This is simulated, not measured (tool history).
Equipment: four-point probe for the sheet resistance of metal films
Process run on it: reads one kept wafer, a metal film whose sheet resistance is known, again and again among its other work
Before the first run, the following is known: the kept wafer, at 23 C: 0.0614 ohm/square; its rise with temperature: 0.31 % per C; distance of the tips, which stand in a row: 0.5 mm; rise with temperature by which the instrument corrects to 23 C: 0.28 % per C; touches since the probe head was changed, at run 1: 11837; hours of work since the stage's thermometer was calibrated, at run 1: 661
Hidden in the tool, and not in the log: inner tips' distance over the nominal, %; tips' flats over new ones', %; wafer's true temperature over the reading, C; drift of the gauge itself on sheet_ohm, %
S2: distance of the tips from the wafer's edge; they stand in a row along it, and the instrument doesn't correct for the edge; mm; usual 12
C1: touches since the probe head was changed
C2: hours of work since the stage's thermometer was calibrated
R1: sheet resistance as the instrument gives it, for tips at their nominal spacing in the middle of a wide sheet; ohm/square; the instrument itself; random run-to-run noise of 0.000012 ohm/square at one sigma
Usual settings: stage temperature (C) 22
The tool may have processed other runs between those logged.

run 1 hour=0.0 | stage_temperature_(C)=22 S2=12 | C1=11837 C2=661 | R1=0.061441
run 2 hour=24.9 | stage_temperature_(C)=22 S2=12 | C1=12492 C2=672 | R1=0.061431
run 3 hour=36.6 | stage_temperature_(C)=22 S2=12 | C1=12797 C2=678 | R1=0.061446
run 4 hour=54.2 | stage_temperature_(C)=22 S2=12 | C1=13260 C2=686 | R1=0.061444
run 5 hour=68.3 | stage_temperature_(C)=22 S2=12 | C1=13630 C2=692 | R1=0.061436
run 6 hour=79.1 | stage_temperature_(C)=22 S2=12 | C1=13913 C2=697 | R1=0.061412
run 7 hour=103.1 | stage_temperature_(C)=25 S2=12 | C1=14544 C2=709 | R1=0.061491
run 8 hour=122.5 | stage_temperature_(C)=20 S2=11 | C1=15052 C2=718 | R1=0.061430
run 9 hour=145.3 | stage_temperature_(C)=30 S2=30 | C1=15651 C2=728 | R1=0.061520
run 10 hour=163.3 | stage_temperature_(C)=28 S2=9 | C1=16123 C2=737 | R1=0.061599
run 11 hour=183.6 | stage_temperature_(C)=24 S2=14 | C1=16657 C2=746 | R1=0.061465
run 12 hour=204.5 | stage_temperature_(C)=32 S2=29 | C1=17203 C2=756 | R1=0.061576
run 13 hour=224.9 | stage_temperature_(C)=32 S2=29 | C1=17739 C2=765 | R1=0.061546

Branching from run 13: 3 alternative next runs. What would each branch give?
run A hour=243.1 | stage_temperature_(C)=33 S2=24 | C1=18217 C2=774 | R1=?
run B hour=243.1 | stage_temperature_(C)=33 S2=12 | C1=18217 C2=774 | R1=?
run C hour=243.1 | stage_temperature_(C)=22 S2=16 | C1=18217 C2=774 | R1=?

run=A R1=0.061571
run=B R1=0.061630
run=C R1=0.061402
With no hidden state in the tool, these same runs would have given:
run=A R1=0.061577
run=B R1=0.061636
run=C R1=0.061408
